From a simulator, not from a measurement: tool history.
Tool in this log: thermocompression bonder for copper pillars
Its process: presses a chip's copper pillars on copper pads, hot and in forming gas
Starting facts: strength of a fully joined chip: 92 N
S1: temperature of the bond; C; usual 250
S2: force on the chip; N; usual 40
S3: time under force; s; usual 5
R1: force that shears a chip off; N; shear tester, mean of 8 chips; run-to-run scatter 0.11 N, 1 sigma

| run | day | S1 | S2 | S3 | R1 |
|---|---|---|---|---|---|
| 1 | 0 | 250 | 40 | 5 | 36.4 |
| 2 | 0.475 | 271 | 40 | 5 | 46 |
| 3 | 0.754 | 271 | 40 | 5 | 45.6 |
| 4 | 1.038 | 271 | 40 | 5 | 45.8 |
| 5 | 1.288 | 271 | 40 | 5 | 45.5 |
| 6 | 1.546 | 271 | 40 | 5 | 45.4 |
| 7 | 1.908 | 250 | 40 | 5 | 36.2 |
| 8 | 2.312 | 250 | 40 | 5 | 36.2 |
| 9 | 2.638 | 250 | 40 | 5 | 36.4 |
| 10 | 3.075 | 250 | 40 | 5 | 36.1 |
| 11 | 3.379 | 250 | 40 | 5 | 36.1 |
|  | 3.821 | forming gas filter changed |
| 12 | 3.846 | 250 | 40 | 5 | 36.2 |

Run 13 comes next. What will it give?
| 13 | 4.133 | 250 | 40 | 5 | ? |

{"run 13": {"R1": 36}}
With no hidden state in the tool, this same run would have given R1 36.3 N.

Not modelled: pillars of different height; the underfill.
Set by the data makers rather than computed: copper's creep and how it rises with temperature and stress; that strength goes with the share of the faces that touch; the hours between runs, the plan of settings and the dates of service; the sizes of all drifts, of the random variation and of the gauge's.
